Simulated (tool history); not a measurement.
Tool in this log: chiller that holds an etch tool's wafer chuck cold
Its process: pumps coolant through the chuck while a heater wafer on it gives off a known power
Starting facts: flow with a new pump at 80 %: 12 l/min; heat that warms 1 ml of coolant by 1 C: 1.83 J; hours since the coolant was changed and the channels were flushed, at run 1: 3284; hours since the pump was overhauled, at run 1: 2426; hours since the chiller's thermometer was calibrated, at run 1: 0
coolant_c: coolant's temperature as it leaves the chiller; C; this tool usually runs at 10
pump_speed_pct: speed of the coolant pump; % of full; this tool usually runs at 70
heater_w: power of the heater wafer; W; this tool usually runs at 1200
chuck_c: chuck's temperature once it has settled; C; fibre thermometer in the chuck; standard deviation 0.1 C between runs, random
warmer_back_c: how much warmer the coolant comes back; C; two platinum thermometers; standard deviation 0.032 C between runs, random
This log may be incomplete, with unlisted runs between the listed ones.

run	hour	coolant_c	pump_speed_pct	heater_w	hours since the coolant was changed and the channels were flushed	hours since the pump was overhauled	hours since the chiller's thermometer was calibrated	chuck_c	warmer_back_c
1	0	10	70	1200	3284	2426	0	21.7	3.76
2	116.3	10	70	1200	3401	2542	116	21.5	3.83
3	240.7	10	70	1218	3525	2667	241	21.8	3.83
4	391	10	70	1200	3675	2817	391	21.5	3.83
5	494.3	10	70	1200	3779	2920	494	21.2	3.74
6	614.9	10	70	1200	3899	3041	615	21.3	3.78
7	822.1	10	71	1200	4107	3248	822	21.3	3.73
8	915	10	71	1200	4199	3341	915	21.2	3.78
9	1020.5	10	70	1200	4305	3446	1021	21.4	3.78
10	1184.4	10	70	1200	4469	3610	1184	21.5	3.79
11	1285.8	10	70	1200	4570	3712	1286	21.4	3.8
12	1377.6	18	70	1200	4662	3804	1378	29.4	3.79
13	1467.9	18	70	1200	4752	3894	1468	29.6	3.82
14	1679.2	10	70	1200	4964	4105	1679	21.5	3.78
15	1841.6	10	70	1200	5126	4268	1842	21.5	3.79
16	2044.9	10	68	1200	5329	4471	2045	21.7	3.88
17	2235	10	74	1200	5519	4661	2235	21.2	3.55
18	2384.8	16	91	1306	5669	4811	2385	26.5	3.11
19	2473.6	17	99	1168	5758	4900	2474	25.8	2.5
20	2569.1	17	99	1168	5854	4995	2569	25.8	2.54
21	2662.2	17	67	1168	5947	5088	2662	28.5	3.83
22	2762.6	5	70	1200	6047	5189	2763	16.5	3.74
23	2913.1	5	70	1200	6198	5339	2913	16.6	3.87
24	3021.6	16	70	1181	6306	5448	3022	27.4	3.76
25	3145.3	16	70	1181	6430	5571	3145	27.4	3.7
26	3332.3	15	70	655	6617	5758	3332	21.2	2.06
27	3476.7	16	70	992	6761	5903	3477	25.6	3.11
28	3658.7	16	70	992	6943	6085	3659	25.4	3.12
29	3842.4	2	70	769	7127	6268	3842	9.2	2.46
30	3954.3	10	64	987	7239	6380	3954	20.1	3.38
31	4067.5	5	69	975	7352	6493	4068	14.4	3.14

Consider 3 possible next runs. They are alternatives, not a sequence: every one starts from the tool as it was left by run 31. What does each give?
A	4235.4	2	70	1200	7520	6661	4235	?	?
B	4235.4	12	88	1742	7520	6661	4235	?	?
C	4235.4	7	70	1200	7520	6661	4235	?	?

run	chuck_c	warmer_back_c
A	13.6	3.76
B	26.4	4.28
C	18.6	3.79
Without the tool's unlogged condition, the same runs would have read:
run	chuck_c	warmer_back_c
A	13.5	3.76
B	26.4	4.27
C	18.5	3.79
